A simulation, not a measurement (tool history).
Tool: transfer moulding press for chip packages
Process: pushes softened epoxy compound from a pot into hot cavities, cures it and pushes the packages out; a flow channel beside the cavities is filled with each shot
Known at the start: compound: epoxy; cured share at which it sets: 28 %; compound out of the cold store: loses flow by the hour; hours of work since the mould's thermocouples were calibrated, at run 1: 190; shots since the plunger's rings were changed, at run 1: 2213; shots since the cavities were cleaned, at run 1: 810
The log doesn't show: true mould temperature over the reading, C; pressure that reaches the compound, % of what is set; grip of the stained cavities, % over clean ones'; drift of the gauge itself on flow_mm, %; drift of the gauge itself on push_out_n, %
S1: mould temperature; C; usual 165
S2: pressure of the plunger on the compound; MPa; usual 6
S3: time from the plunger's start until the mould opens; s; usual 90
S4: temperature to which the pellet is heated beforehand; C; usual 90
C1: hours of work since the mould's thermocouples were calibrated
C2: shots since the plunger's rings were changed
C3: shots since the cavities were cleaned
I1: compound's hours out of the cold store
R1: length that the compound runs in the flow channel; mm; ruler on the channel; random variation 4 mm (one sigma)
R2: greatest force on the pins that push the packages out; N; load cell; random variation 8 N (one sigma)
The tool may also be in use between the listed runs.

run 1 hour=0 | S1=165 S2=6 S3=90 S4=90 | C1=190 C2=2213 C3=810 | I1=36.2 | R1=816 R2=656
run 2 hour=18 | S1=165 S2=6 S3=90 S4=90 | C1=198 C2=2363 C3=960 | I1=44.1 | R1=780 R2=678
run 3 hour=35.3 | S1=165 S2=5.48 S3=90 S4=90 | C1=206 C2=2509 C3=1106 | I1=10.3 | R1=884 R2=738
-- hour=41.5 cavities cleaned with cleaning compound and waxed
run 4 hour=57.1 | S1=165 S2=5.48 S3=90 S4=90 | C1=216 C2=2679 C3=131 | I1=18.2 | R1=847 R2=432
run 5 hour=85.9 | S1=165 S2=5.48 S3=90 S4=90 | C1=229 C2=2921 C3=373 | I1=33.9 | R1=776 R2=526
run 6 hour=100.3 | S1=165 S2=5.48 S3=90 S4=90 | C1=236 C2=3042 C3=494 | I1=29.8 | R1=800 R2=594
run 7 hour=128.9 | S1=165 S2=5.48 S3=90 S4=90 | C1=249 C2=3282 C3=734 | I1=31.5 | R1=792 R2=633
-- hour=135.4 plunger's sealing rings changed
run 8 hour=153.7 | S1=165 S2=5.72 S3=90 S4=90 | C1=260 C2=154 C3=921 | I1=20.6 | R1=893 R2=691
run 9 hour=175.3 | S1=165 S2=5.72 S3=90 S4=90 | C1=270 C2=335 C3=1102 | I1=32.7 | R1=840 R2=690
-- hour=182.7 cavities cleaned with cleaning compound and waxed
run 10 hour=200.3 | S1=165 S2=5.72 S3=90 S4=90 | C1=281 C2=533 C3=149 | I1=20.5 | R1=889 R2=445
run 11 hour=218.7 | S1=165 S2=6 S3=119 S4=90 | C1=290 C2=686 C3=302 | I1=47.6 | R1=784 R2=451
run 12 hour=243.2 | S1=165 S2=6.94 S3=119 S4=90 | C1=301 C2=892 C3=508 | I1=45.8 | R1=856 R2=510
run 13 hour=275.5 | S1=165 S2=6.94 S3=119 S4=90 | C1=316 C2=1164 C3=780 | I1=33.3 | R1=898 R2=560
run 14 hour=292.3 | S1=166 S2=6 S3=90 S4=90 | C1=324 C2=1304 C3=920 | I1=33.1 | R1=843 R2=647
-- hour=320.7 cavities cleaned with cleaning compound and waxed
run 15 hour=325.3 | S1=166 S2=6 S3=90 S4=90 | C1=339 C2=1569 C3=39 | I1=21.5 | R1=884 R2=366
run 16 hour=349.5 | S1=165 S2=6 S3=124 S4=82 | C1=350 C2=1772 C3=242 | I1=22.5 | R1=877 R2=426
run 17 hour=370.6 | S1=165 S2=4.51 S3=81 S4=95 | C1=360 C2=1949 C3=419 | I1=47.3 | R1=672 R2=596
run 18 hour=384.2 | S1=165 S2=4.51 S3=81 S4=95 | C1=366 C2=2063 C3=533 | I1=41.8 | R1=689 R2=659
run 19 hour=412.1 | S1=168 S2=4.96 S3=96 S4=86 | C1=379 C2=2297 C3=767 | I1=37 | R1=732 R2=579
run 20 hour=438.4 | S1=159 S2=4.96 S3=100 S4=86 | C1=392 C2=2518 C3=988 | I1=38.8 | R1=736 R2=739
-- hour=458.3 cavities cleaned with cleaning compound and waxed
run 21 hour=465.4 | S1=159 S2=4.96 S3=100 S4=86 | C1=403 C2=2731 C3=58 | I1=23.2 | R1=794 R2=428
run 22 hour=491.4 | S1=159 S2=4.96 S3=100 S4=86 | C1=416 C2=2950 C3=277 | I1=29.6 | R1=771 R2=557
run 23 hour=521.9 | S1=163 S2=4.65 S3=89 S4=93 | C1=430 C2=3206 C3=533 | I1=37.6 | R1=699 R2=622
-- hour=535.4 plunger's sealing rings changed
run 24 hour=547.4 | S1=163 S2=4.65 S3=89 S4=93 | C1=441 C2=101 C3=726 | I1=21.2 | R1=804 R2=704
run 25 hour=578.2 | S1=163 S2=4.65 S3=130 S4=90 | C1=455 C2=359 C3=984 | I1=19.4 | R1=814 R2=594
-- hour=600.8 cavities cleaned with cleaning compound and waxed
run 26 hour=604.9 | S1=159 S2=5.17 S3=85 S4=88 | C1=467 C2=571 C3=35 | I1=19.3 | R1=851 R2=544
run 27 hour=619.1 | S1=168 S2=5.17 S3=76 S4=87 | C1=473 C2=690 C3=154 | I1=45.2 | R1=741 R2=464
run 28 hour=638.8 | S1=168 S2=5.17 S3=76 S4=87 | C1=483 C2=855 C3=319 | I1=39.5 | R1=764 R2=538
run 29 hour=666.1 | S1=168 S2=5.17 S3=76 S4=87 | C1=495 C2=1085 C3=549 | I1=44.3 | R1=741 R2=615

Some steps in R1 between neighbouring runs. How much of each would the tool show without its hidden state too (settings, what came in, random variation), and how much is left for the hidden state, with any gauge scatter that isn't in both results?
Run 7 -> 8: S2 5.48 -> 5.72, plunger's sealing rings changed. R1 +101 mm: hidden state +39, all else +62.
Run 16 -> 17: S2 6 -> 4.51, S3 124 -> 81, S4 82 -> 95. R1 -205 mm: hidden state +4, all else -209.
Run 23 -> 24: plunger's sealing rings changed. R1 +105 mm: hidden state +33, all else +72.
Run 26 -> 27: S1 159 -> 168, S3 85 -> 76, S4 88 -> 87. R1 -110 mm: hidden state +1, all else -111.
